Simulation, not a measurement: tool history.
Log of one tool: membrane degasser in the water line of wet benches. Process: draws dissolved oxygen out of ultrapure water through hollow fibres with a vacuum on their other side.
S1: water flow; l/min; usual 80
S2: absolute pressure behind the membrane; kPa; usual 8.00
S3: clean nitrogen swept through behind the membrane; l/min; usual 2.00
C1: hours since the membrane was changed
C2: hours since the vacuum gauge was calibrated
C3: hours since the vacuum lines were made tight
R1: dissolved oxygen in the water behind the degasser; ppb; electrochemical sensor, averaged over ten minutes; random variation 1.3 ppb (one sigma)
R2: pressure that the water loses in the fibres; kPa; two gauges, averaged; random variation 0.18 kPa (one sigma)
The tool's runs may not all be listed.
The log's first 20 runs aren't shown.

run 21 day=195.133 | S1=100 S2=8.00 S3=2.57 | C1=1240 C2=430 C3=2877 | R1=370.0 R2=43.53
run 22 day=205.312 | S1=55 S2=10.65 S3=2.90 | C1=1484 C2=674 C3=3122 | R1=307.4 R2=24.01
run 23 day=212.129 | S1=74 S2=4.84 S3=3.24 | C1=1647 C2=838 C3=3285 | R1=84.3 R2=32.25
run 24 day=220.042 | S1=69 S2=8.00 S3=4.90 | C1=1837 C2=1028 C3=3475 | R1=156.4 R2=30.12
run 25 day=231.162 | S1=104 S2=8.83 S3=3.30 | C1=2104 C2=1295 C3=3742 | R1=369.4 R2=45.75
run 26 day=242.946 | S1=104 S2=8.83 S3=3.30 | C1=2387 C2=1578 C3=4025 | R1=369.3 R2=45.74
run 27 day=253.821 | S1=124 S2=14.20 S3=4.73 | C1=2648 C2=1839 C3=4286 | R1=604.0 R2=55.22
run 28 day=259.842 | S1=88 S2=14.18 S3=2.00 | C1=2793 C2=1983 C3=4430 | R1=878.9 R2=38.30
run 29 day=266.750 | S1=80 S2=17.89 S3=1.11 | C1=2958 C2=2149 C3=4596 | R1=1587.5 R2=35.37
run 30 day=279.717 | S1=80 S2=17.89 S3=1.11 | C1=3270 C2=2460 C3=4907 | R1=1583.1 R2=35.29
run 31 day=286.612 | S1=80 S2=7.59 S3=1.11 | C1=3435 C2=2626 C3=5073 | R1=538.1 R2=35.58
run 32 day=294.988 | S1=60 S2=14.35 S3=2.50 | C1=3636 C2=2827 C3=5274 | R1=561.3 R2=26.88

3 ways to go on from here, each from the tool as it stands after run 32. What would each give?
-- day=301.742 seals of the vacuum lines changed
run A day=302.746 | S1=80 S2=7.17 S3=5.90 | C1=3820 C2=3011 C3=24 | R1=? R2=?
-- day=301.742 seals of the vacuum lines changed
run B day=302.746 | S1=80 S2=8.00 S3=1.18 | C1=3820 C2=3011 C3=24 | R1=? R2=?
-- day=301.742 seals of the vacuum lines changed
run C day=302.746 | S1=95 S2=4.84 S3=1.35 | C1=3820 C2=3011 C3=24 | R1=? R2=?

run=A R1=129.4 R2=35.66
run=B R1=561.7 R2=35.36
run=C R1=220.1 R2=42.13
Without the tool's hidden state the same runs would have given:
run=A R1=124.8 R2=34.89
run=B R1=546.4 R2=34.60
run=C R1=202.7 R2=41.22
